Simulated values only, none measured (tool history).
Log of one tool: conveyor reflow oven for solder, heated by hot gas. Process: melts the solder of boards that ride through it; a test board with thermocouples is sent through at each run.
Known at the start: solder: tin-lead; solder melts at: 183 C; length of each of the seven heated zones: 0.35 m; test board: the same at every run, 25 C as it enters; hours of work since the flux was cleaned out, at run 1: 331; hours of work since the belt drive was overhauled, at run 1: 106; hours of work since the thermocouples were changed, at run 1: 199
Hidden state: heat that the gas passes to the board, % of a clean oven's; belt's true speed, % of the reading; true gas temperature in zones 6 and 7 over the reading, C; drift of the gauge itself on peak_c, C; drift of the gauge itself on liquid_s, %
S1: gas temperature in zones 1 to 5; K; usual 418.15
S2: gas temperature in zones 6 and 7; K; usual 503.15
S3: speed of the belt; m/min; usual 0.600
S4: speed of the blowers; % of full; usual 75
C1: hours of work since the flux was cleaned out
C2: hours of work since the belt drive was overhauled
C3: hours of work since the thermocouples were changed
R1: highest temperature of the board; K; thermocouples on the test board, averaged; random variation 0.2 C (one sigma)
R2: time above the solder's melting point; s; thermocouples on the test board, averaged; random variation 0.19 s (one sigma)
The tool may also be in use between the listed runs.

Run 1, day 0.000: usual settings; C1 331; C2 106; C3 199. Result: R1 483.25 K, R2 47.6 s.
Run 2, day 0.550: usual settings; C1 340; C2 115; C3 208. Result: R1 482.95 K, R2 47.6 s.
Run 3, day 0.879: usual settings but S1 432.15 K; C1 345; C2 120; C3 213. Result: R1 486.15 K, R2 56.7 s.
Run 4, day 1.138: usual settings but S4 53 % of full; C1 349; C2 124; C3 217. Result: R1 479.05 K, R2 42.8 s.
Run 5, day 1.683: usual settings; C1 357; C2 132; C3 225. Result: R1 482.65 K, R2 47.3 s.
Run 6, day 1.938: usual settings but S4 54 % of full; C1 361; C2 136; C3 229. Result: R1 478.95 K, R2 43.0 s.
Run 7, day 2.454: usual settings but S1 421.15 K, S4 54 % of full; C1 369; C2 144; C3 237. Result: R1 479.45 K, R2 45.0 s.
Run 8, day 2.867: usual settings but S1 421.15 K, S4 54 % of full; C1 376; C2 151; C3 244. Result: R1 479.65 K, R2 44.7 s.
Run 9, day 3.358: usual settings but S1 421.15 K, S4 54 % of full; C1 383; C2 158; C3 251. Result: R1 479.55 K, R2 45.0 s.
Run 10, day 3.675: usual settings but S1 416.15 K, S4 64 % of full; C1 388; C2 163; C3 256. Result: R1 480.45 K, R2 43.9 s.
Run 11, day 4.000: usual settings but S1 416.15 K, S4 64 % of full; C1 393; C2 168; C3 261. Result: R1 480.25 K, R2 43.7 s.
Run 12, day 4.450: usual settings but S1 416.15 K, S2 511.15 K, S4 64 % of full; C1 400; C2 175; C3 268. Result: R1 486.45 K, R2 49.9 s.
Run 13, day 4.921: usual settings but S1 419.15 K; C1 408; C2 183; C3 275. Result: R1 482.55 K, R2 47.6 s.
Run 14, day 5.362: usual settings but S1 422.15 K, S2 510.15 K, S3 0.517 m/min, S4 65 % of full; C1 414; C2 189; C3 282. Result: R1 492.45 K, R2 66.7 s.
Run 15, day 5.808: usual settings but S1 422.15 K, S2 510.15 K, S3 0.517 m/min, S4 65 % of full; C1 421; C2 196; C3 289. Result: R1 492.45 K, R2 66.7 s.
Run 16, day 6.096: usual settings but S1 423.15 K, S2 492.15 K, S3 0.526 m/min, S4 67 % of full; C1 426; C2 201; C3 294. Result: R1 477.35 K, R2 51.7 s.

Measured less the same run without the tool's hidden state. The same run-to-run variation is in both; the gauge's scatter may not be:
run     R1    R2
  1  -2.60  -2.7
  2  -2.70  -2.9
  3  -2.40  -2.1
  4  -2.50  -3.2
  5  -2.80  -3.0
  6  -2.70  -3.3
  7  -2.70  -3.2
  8  -2.70  -3.3
  9  -2.80  -3.3
 10  -3.10  -3.5
 11  -3.10  -3.6
 12  -3.40  -3.0
 13  -3.30  -3.5
 14  -2.80  -2.2
 15  -2.90  -2.2
 16  -2.50  -3.8

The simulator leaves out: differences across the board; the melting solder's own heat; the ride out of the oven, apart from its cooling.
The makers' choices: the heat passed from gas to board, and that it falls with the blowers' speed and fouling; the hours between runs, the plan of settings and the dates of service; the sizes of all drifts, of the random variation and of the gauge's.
